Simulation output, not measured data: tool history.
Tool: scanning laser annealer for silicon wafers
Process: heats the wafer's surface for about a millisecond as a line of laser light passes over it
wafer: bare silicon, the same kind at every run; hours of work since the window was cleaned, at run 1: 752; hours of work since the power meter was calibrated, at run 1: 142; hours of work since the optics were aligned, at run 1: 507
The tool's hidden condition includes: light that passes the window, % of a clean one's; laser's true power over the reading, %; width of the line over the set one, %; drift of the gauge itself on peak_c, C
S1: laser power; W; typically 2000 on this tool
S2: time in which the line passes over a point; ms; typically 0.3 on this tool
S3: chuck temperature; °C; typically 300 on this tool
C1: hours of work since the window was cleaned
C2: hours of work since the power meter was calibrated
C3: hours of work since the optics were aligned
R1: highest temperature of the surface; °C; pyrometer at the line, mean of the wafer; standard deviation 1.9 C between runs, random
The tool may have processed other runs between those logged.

run   hour    S1     S2   S3   C1   C2   C3    R1
  1      0  2000    0.3  300  752  142  507  1099
  2    8.1  2000  0.244  300  755  145  510  1022
  3   13.8  1768  0.244  300  758  148  513   940
  4   19.6  2000  0.379  300  760  150  516  1205
  5   24.2  2000  0.269  300  762  153  518  1058
  6   30.4  2000  0.269  300  765  155  520  1057
  7   35.3  2000    0.3  290  767  158  523  1091
  8   46.1  2000    0.3  300  772  162  527  1104
  9   56.4  2000    0.3  327  777  167  532  1131
 10   64.4  2000    0.3  300  780  171  536  1103
 11   70.6  2000    0.3  300  783  173  538  1103
 12   75.2  2000    0.3  300  785  175  541  1105
 13   84.5  2000    0.3  300  789  180  545  1102
 14     95  2000    0.3  300  794  184  549  1103
 15  101.7  2000    0.3  300  797  187  552  1106
 16  109.8  1789    0.3  300  801  191  556  1018
 17  115.3  1789    0.3  300  803  193  559  1013
 18  125.5  2000    0.3  300  808  198  563  1102
 19  134.6  2000   0.26  300  812  202  567  1048
 20  140.2  2000   0.26  300  814  205  570  1045
 21    150  2000   0.26  300  819  209  574  1047
 22  156.1  1843  0.253  286  822  212  577   962
 23  163.3  1843  0.253  286  825  215  580   961
 24  171.5  2000  0.373  332  828  219  584  1231
 25  181.3  1818  0.323  300  833  223  588  1053
 26  186.9  2000  0.249  327  835  226  591  1056
 27  195.7  2000  0.249  327  839  229  595  1054
 28  204.6  2000  0.249  327  843  233  599  1058
 29  211.1  2000  0.249  327  846  236  602  1054
 30    221  2000  0.249  327  851  241  606  1057
 31  226.9  2057    0.3  300  853  243  609  1128
 32  232.8  2057    0.3  300  856  246  611  1129
 33  239.9  2057    0.3  300  859  249  614  1125
 34    245  1821  0.358  334  861  252  617  1131
 35  254.8  1821  0.358  334  866  256  621  1132
 36  259.3  1775  0.347  300  868  258  623  1062
 37  267.9  2008  0.377  310  872  262  627  1217
 38  275.1  2008  0.254  338  875  265  630  1076
 39  282.5  2008  0.254  338  878  268  634  1076
 40  289.5  2008  0.254  338  881  272  637  1079
 41  298.6  2008  0.227  338  885  276  641  1041
 42  308.6  1925  0.325  338  890  280  645  1141

Each row is a separate what-if for the run after 42, all from the same tool condition, not one after another. Results?
  A  316.4  1919  0.261  338  893  284  649   ?
  B  316.4  1925  0.329  338  893  284  649   ?
  C  316.4  1940   0.29  288  893  284  649   ?

run    R1
  A  1057
  B  1147
  C  1051
Had the tool no hidden state, the same runs would have come out as:
run    R1
  A  1058
  B  1147
  C  1052
